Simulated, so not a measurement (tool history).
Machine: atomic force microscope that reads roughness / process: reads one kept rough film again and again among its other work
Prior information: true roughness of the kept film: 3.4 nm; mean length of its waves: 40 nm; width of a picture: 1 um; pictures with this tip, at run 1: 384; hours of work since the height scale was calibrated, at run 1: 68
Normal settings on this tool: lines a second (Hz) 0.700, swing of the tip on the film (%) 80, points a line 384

run     day  lines a second (Hz)  swing of the tip on the film (%)  points a line  pictures with this tip  hours of work since the height scale was calibrated  roughness of the kept film (nm (root mean square))
  1   0.000                0.700                                80            384                     384                                                   68                                               2.900
      0.188  -- new tip fitted
  2   0.354                0.700                                80            384                       9                                                   73                                               2.921
  3   1.158                0.700                                80            384                      50                                                   86                                               2.916
  4   1.542                1.730                                80            384                      70                                                   93                                               2.702
  5   1.892                2.011                                80            384                      88                                                   98                                               2.645
  6   2.442                0.700                                80            384                     116                                                  107                                               2.926
  7   2.808                0.700                                80            384                     135                                                  113                                               2.943
  8   3.425                2.366                                80            384                     167                                                  123                                               2.561
  9   4.046                0.700                                80            384                     199                                                  133                                               2.929
 10   4.721                0.700                                80            384                     233                                                  144                                               2.930
 11   5.454                1.596                                80            384                     271                                                  156                                               2.713
 12   6.042                1.596                                80            384                     301                                                  165                                               2.707
 13   6.492                1.596                                80            764                     324                                                  173                                               2.707
 14   6.912                0.700                                80            384                     346                                                  179                                               2.916
 15   7.250                0.700                                80            384                     363                                                  185                                               2.920
      7.867  -- new tip fitted
 16   7.867                2.333                                80            384                       0                                                  194                                               2.570
 17   8.621                2.333                                80            384                      38                                                  207                                               2.553
 18   9.296                0.700                                80            384                      73                                                  217                                               2.940
 19   9.954                0.700                                80            384                     107                                                  228                                               2.940
 20  10.546                0.700                                80            384                     137                                                  238                                               2.927
 21  11.183                0.700                                83            426                     170                                                  248                                               2.899
 22  11.921                1.615                                77            309                     208                                                  260                                               2.749
 23  12.262                0.655                                62           1020                     225                                                  265                                               3.036
 24  12.683                0.655                                62           1020                     247                                                  272                                               3.060
 25  13.179                0.856                                56            444                     272                                                  280                                               3.044
 26  13.604                0.700                                80            707                     294                                                  287                                               2.943
 27  13.988                0.700                                80            707                     314                                                  293                                               2.925
 28  14.738                0.700                                55            307                     352                                                  305                                               3.038
 29  15.325                0.700                                55            307                     382                                                  315                                               3.050
     15.529  -- new tip fitted
 30  15.925                0.700                                55            764                      20                                                  324                                               3.110
 31  16.475                0.700                                55            764                      48                                                  333                                               3.061
 32  17.088                0.781                                63            793                      80                                                  343                                               3.044
 33  17.796                0.672                                80            993                     116                                                  354                                               2.950
 34  18.408                0.700                                80            334                     147                                                  364                                               2.921
 35  19.138                0.700                                80            486                     185                                                  376                                               2.925
 36  19.871                0.700                                57            851                     223                                                  388                                               3.081

Below are 3 alternative next runs, each starting from the tool's condition after run 36. Predict each:
  A  20.283                1.955                                57            887                     244                                                  395                                                   ?
  B  20.283                0.700                                56            261                     244                                                  395                                                   ?
  C  20.283                0.700                                62            569                     244                                                  395                                                   ?

run  roughness of the kept film (nm (root mean square))
  A                                               2.983
  B                                               3.061
  C                                               3.066
What these runs would have given with no unlogged condition in the tool:
run  roughness of the kept film (nm (root mean square))
  A                                               2.991
  B                                               3.069
  C                                               3.074

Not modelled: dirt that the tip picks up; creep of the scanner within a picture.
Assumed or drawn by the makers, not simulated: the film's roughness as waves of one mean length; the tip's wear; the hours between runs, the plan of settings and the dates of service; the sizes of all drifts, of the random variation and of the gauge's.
